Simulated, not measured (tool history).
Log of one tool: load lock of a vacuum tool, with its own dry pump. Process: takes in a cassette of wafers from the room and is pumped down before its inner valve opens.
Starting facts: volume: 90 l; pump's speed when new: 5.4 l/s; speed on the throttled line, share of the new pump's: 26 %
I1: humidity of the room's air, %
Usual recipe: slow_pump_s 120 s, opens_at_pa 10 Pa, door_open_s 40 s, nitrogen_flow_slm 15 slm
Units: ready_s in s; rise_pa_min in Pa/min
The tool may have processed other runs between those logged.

{"run": 1, "day": 0.0, "slow_pump_s": 120, "opens_at_pa": 10, "door_open_s": 40, "nitrogen_flow_slm": 15, "I1": 43.0, "ready_s": 268.1, "rise_pa_min": 0.023}
{"run": 2, "day": 4.996, "slow_pump_s": 120, "opens_at_pa": 10, "door_open_s": 40, "nitrogen_flow_slm": 15, "I1": 43.1, "ready_s": 266.4, "rise_pa_min": 0.022}
{"run": 3, "day": 10.617, "slow_pump_s": 120, "opens_at_pa": 10, "door_open_s": 40, "nitrogen_flow_slm": 15, "I1": 44.6, "ready_s": 268.7, "rise_pa_min": 0.025}
{"run": 4, "day": 15.571, "slow_pump_s": 120, "opens_at_pa": 10, "door_open_s": 40, "nitrogen_flow_slm": 15, "I1": 47.0, "ready_s": 270.3, "rise_pa_min": 0.026}
{"run": 5, "day": 19.904, "slow_pump_s": 120, "opens_at_pa": 7, "door_open_s": 40, "nitrogen_flow_slm": 15, "I1": 44.6, "ready_s": 278.2, "rise_pa_min": 0.024}
{"run": 6, "day": 24.154, "slow_pump_s": 120, "opens_at_pa": 7, "door_open_s": 40, "nitrogen_flow_slm": 15, "I1": 44.6, "ready_s": 276.8, "rise_pa_min": 0.025}
{"run": 7, "day": 29.4, "slow_pump_s": 120, "opens_at_pa": 7, "door_open_s": 40, "nitrogen_flow_slm": 15, "I1": 42.9, "ready_s": 277.7, "rise_pa_min": 0.026}
{"run": 8, "day": 35.008, "slow_pump_s": 120, "opens_at_pa": 7, "door_open_s": 40, "nitrogen_flow_slm": 15, "I1": 45.8, "ready_s": 275.2, "rise_pa_min": 0.028}
{"run": 9, "day": 41.108, "slow_pump_s": 97, "opens_at_pa": 12, "door_open_s": 40, "nitrogen_flow_slm": 23, "I1": 43.0, "ready_s": 249.5, "rise_pa_min": 0.02}
{"run": 10, "day": 46.696, "slow_pump_s": 120, "opens_at_pa": 13, "door_open_s": 40, "nitrogen_flow_slm": 15, "I1": 46.4, "ready_s": 263.5, "rise_pa_min": 0.028}
{"run": 11, "day": 52.308, "slow_pump_s": 120, "opens_at_pa": 9, "door_open_s": 29, "nitrogen_flow_slm": 15, "I1": 45.9, "ready_s": 272.6, "rise_pa_min": 0.019}
{"run": 12, "day": 55.154, "slow_pump_s": 136, "opens_at_pa": 10, "door_open_s": 40, "nitrogen_flow_slm": 15, "I1": 46.0, "ready_s": 279.9, "rise_pa_min": 0.024}
{"run": 13, "day": 57.921, "slow_pump_s": 120, "opens_at_pa": 10, "door_open_s": 189, "nitrogen_flow_slm": 15, "I1": 44.0, "ready_s": 270.3, "rise_pa_min": 0.076}
{"run": 14, "day": 64.121, "slow_pump_s": 120, "opens_at_pa": 13, "door_open_s": 120, "nitrogen_flow_slm": 14, "I1": 49.5, "ready_s": 262.5, "rise_pa_min": 0.068}
{"run": 15, "day": 67.588, "slow_pump_s": 120, "opens_at_pa": 13, "door_open_s": 120, "nitrogen_flow_slm": 14, "I1": 42.8, "ready_s": 262.6, "rise_pa_min": 0.062}

Below are 5 alternative next runs, each starting from the tool's condition after run 15. Predict each:
{"run": "A", "day": 70.846, "slow_pump_s": 112, "opens_at_pa": 10, "door_open_s": 79, "nitrogen_flow_slm": 15, "I1": 48.1, "ready_s": "?", "rise_pa_min": "?"}
{"run": "B", "day": 70.846, "slow_pump_s": 120, "opens_at_pa": 11, "door_open_s": 46, "nitrogen_flow_slm": 15, "I1": 43.0, "ready_s": "?", "rise_pa_min": "?"}
{"run": "C", "day": 70.846, "slow_pump_s": 120, "opens_at_pa": 10, "door_open_s": 159, "nitrogen_flow_slm": 15, "I1": 44.8, "ready_s": "?", "rise_pa_min": "?"}
{"run": "D", "day": 70.846, "slow_pump_s": 120, "opens_at_pa": 19, "door_open_s": 197, "nitrogen_flow_slm": 15, "I1": 41.6, "ready_s": "?", "rise_pa_min": "?"}
{"run": "E", "day": 70.846, "slow_pump_s": 120, "opens_at_pa": 11, "door_open_s": 40, "nitrogen_flow_slm": 7, "I1": 44.7, "ready_s": "?", "rise_pa_min": "?"}

run=A ready_s=264.6 rise_pa_min=0.045
run=B ready_s=269.4 rise_pa_min=0.030
run=C ready_s=274.4 rise_pa_min=0.071
run=D ready_s=254.8 rise_pa_min=0.079
run=E ready_s=267.5 rise_pa_min=0.033
Without the tool's hidden state the same runs would have given:
run=A ready_s=237.1 rise_pa_min=0.038
run=B ready_s=242.6 rise_pa_min=0.023
run=C ready_s=247.3 rise_pa_min=0.064
run=D ready_s=230.7 rise_pa_min=0.073
run=E ready_s=240.9 rise_pa_min=0.026
